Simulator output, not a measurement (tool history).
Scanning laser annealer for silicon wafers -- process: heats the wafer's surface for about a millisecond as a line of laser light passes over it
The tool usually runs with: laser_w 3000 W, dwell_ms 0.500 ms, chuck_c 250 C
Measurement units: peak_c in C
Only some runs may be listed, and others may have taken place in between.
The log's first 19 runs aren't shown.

| run | hour | laser_w | dwell_ms | chuck_c | peak_c |
|---|---|---|---|---|---|
| 20 | 596.2 | 3000 | 0.500 | 250 | 947 |
| 21 | 625.5 | 3000 | 0.500 | 250 | 945 |
| 22 | 665.1 | 2587 | 0.389 | 237 | 770 |
| 23 | 693.7 | 2566 | 0.389 | 237 | 762 |
| 24 | 725.1 | 2716 | 0.462 | 213 | 818 |
| 25 | 746.1 | 2716 | 0.512 | 213 | 857 |
| 26 | 785.4 | 2716 | 0.512 | 213 | 856 |
| 27 | 824.7 | 2809 | 0.475 | 289 | 926 |
| 28 | 867.5 | 2833 | 0.500 | 250 | 910 |
| 29 | 907.5 | 2833 | 0.500 | 250 | 907 |
| 30 | 931.5 | 3000 | 0.503 | 282 | 978 |
| 31 | 964.3 | 3102 | 0.354 | 255 | 846 |
| 32 | 984.9 | 3102 | 0.354 | 255 | 845 |
|  | 1026.0 | optics aligned, line set to its width |
| 33 | 1027.4 | 3226 | 0.522 | 244 | 1013 |
| 34 | 1047.0 | 2838 | 0.417 | 279 | 884 |
| 35 | 1087.1 | 2624 | 0.365 | 264 | 789 |
| 36 | 1124.1 | 2624 | 0.365 | 264 | 788 |
| 37 | 1160.5 | 2833 | 0.480 | 264 | 915 |
| 38 | 1195.6 | 3219 | 0.378 | 247 | 887 |
| 39 | 1215.8 | 3219 | 0.378 | 247 | 887 |
| 40 | 1251.5 | 3253 | 0.461 | 215 | 934 |

What if the next run were any one of these 4? Each begins from the tool's condition after run 40:
| A | 1277.4 | 2647 | 0.500 | 286 | ? |
| B | 1277.4 | 2996 | 0.461 | 277 | ? |
| C | 1277.4 | 3252 | 0.500 | 278 | ? |
| D | 1277.4 | 2559 | 0.399 | 250 | ? |

| run | peak_c |
|---|---|
| A | 909 |
| B | 941 |
| C | 1029 |
| D | 784 |
Stripped of hidden state, with their random variation kept, the same runs would have yielded:
| run | peak_c |
|---|---|
| A | 922 |
| B | 955 |
| C | 1045 |
| D | 795 |
